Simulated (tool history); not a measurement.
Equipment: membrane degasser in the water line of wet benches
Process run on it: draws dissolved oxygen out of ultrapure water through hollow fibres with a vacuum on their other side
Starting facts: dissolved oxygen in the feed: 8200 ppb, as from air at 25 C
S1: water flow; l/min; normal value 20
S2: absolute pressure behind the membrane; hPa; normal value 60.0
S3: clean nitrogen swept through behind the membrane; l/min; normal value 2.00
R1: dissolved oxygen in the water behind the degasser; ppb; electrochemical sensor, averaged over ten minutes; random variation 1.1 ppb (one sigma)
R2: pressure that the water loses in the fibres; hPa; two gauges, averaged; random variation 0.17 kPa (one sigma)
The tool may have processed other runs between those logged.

{"run": 1, "hour": 0.0, "S1": 20, "S2": 60.0, "S3": 2.0, "R1": 110.7, "R2": 294.4}
{"run": 2, "hour": 287.2, "S1": 20, "S2": 60.0, "S3": 2.0, "R1": 112.4, "R2": 299.1}
{"run": 3, "hour": 466.0, "S1": 20, "S2": 60.0, "S3": 5.12, "R1": 73.1, "R2": 297.6}
{"run": 4, "hour": 703.2, "S1": 20, "S2": 60.0, "S3": 2.0, "R1": 113.8, "R2": 296.5}
{"run": 5, "hour": 988.0, "S1": 20, "S2": 60.0, "S3": 2.0, "R1": 113.1, "R2": 296.0}
{"run": 6, "hour": 1217.2, "S1": 20, "S2": 60.0, "S3": 2.0, "R1": 113.9, "R2": 299.9}
{"run": 7, "hour": 1480.8, "S1": 20, "S2": 60.0, "S3": 2.0, "R1": 114.7, "R2": 298.2}
{"run": 8, "hour": 1736.9, "S1": 20, "S2": 60.0, "S3": 2.0, "R1": 115.7, "R2": 298.6}
{"run": 9, "hour": 1977.8, "S1": 20, "S2": 60.0, "S3": 2.0, "R1": 115.9, "R2": 296.8}
{"run": 10, "hour": 2228.7, "S1": 20, "S2": 60.0, "S3": 2.0, "R1": 116.6, "R2": 299.3}
{"run": 11, "hour": 2439.5, "S1": 20, "S2": 60.0, "S3": 2.0, "R1": 116.6, "R2": 300.6}
{"run": 12, "hour": 2644.1, "S1": 20, "S2": 60.0, "S3": 2.0, "R1": 117.1, "R2": 301.5}
{"run": 13, "hour": 2921.5, "S1": 20, "S2": 60.0, "S3": 2.0, "R1": 119.2, "R2": 299.7}
{"run": 14, "hour": 3146.5, "S1": 17, "S2": 49.9, "S3": 2.0, "R1": 68.3, "R2": 259.6}
{"run": 15, "hour": 3271.1, "S1": 17, "S2": 49.9, "S3": 2.0, "R1": 68.6, "R2": 257.4}
{"run": 16, "hour": 3498.4, "S1": 17, "S2": 49.9, "S3": 2.0, "R1": 68.2, "R2": 255.9}
{"run": 17, "hour": 3662.2, "S1": 13, "S2": 48.9, "S3": 4.95, "R1": 23.6, "R2": 197.9}
{"run": 18, "hour": 3893.1, "S1": 31, "S2": 48.9, "S3": 3.43, "R1": 201.6, "R2": 473.7}
{"run": 19, "hour": 4014.5, "S1": 13, "S2": 137.0, "S3": 1.14, "R1": 291.8, "R2": 199.1}
{"run": 20, "hour": 4276.5, "S1": 13, "S2": 40.5, "S3": 1.04, "R1": 42.1, "R2": 198.9}
{"run": 21, "hour": 4534.8, "S1": 13, "S2": 40.5, "S3": 1.04, "R1": 42.9, "R2": 198.6}
{"run": 22, "hour": 4741.2, "S1": 16, "S2": 60.0, "S3": 5.41, "R1": 47.8, "R2": 243.5}
{"run": 23, "hour": 4871.7, "S1": 14, "S2": 95.2, "S3": 2.65, "R1": 100.2, "R2": 212.7}
{"hour": 5118.9, "done": "vacuum gauge calibrated"}
{"run": 24, "hour": 5141.4, "S1": 20, "S2": 65.1, "S3": 2.22, "R1": 123.0, "R2": 304.2}

Consider 4 possible next runs. They are alternatives, not a sequence: every one starts from the tool as it was left by run 24. What does each give?
{"run": "A", "hour": 5366.9, "S1": 20, "S2": 65.1, "S3": 0.91, "R1": "?", "R2": "?"}
{"run": "B", "hour": 5366.9, "S1": 20, "S2": 56.0, "S3": 2.22, "R1": "?", "R2": "?"}
{"run": "C", "hour": 5366.9, "S1": 31, "S2": 114.1, "S3": 2.0, "R1": "?", "R2": "?"}
{"run": "D", "hour": 5366.9, "S1": 22, "S2": 44.6, "S3": 5.21, "R1": "?", "R2": "?"}

run=A R1=211.5 R2=308.6
run=B R1=104.0 R2=305.3
run=C R1=438.4 R2=475.7
run=D R1=81.9 R2=337.5
With no hidden state in the tool, these same runs would have given:
run=A R1=194.0 R2=287.2
run=B R1=86.7 R2=283.7
run=C R1=396.3 R2=442.2
run=D R1=60.9 R2=313.8
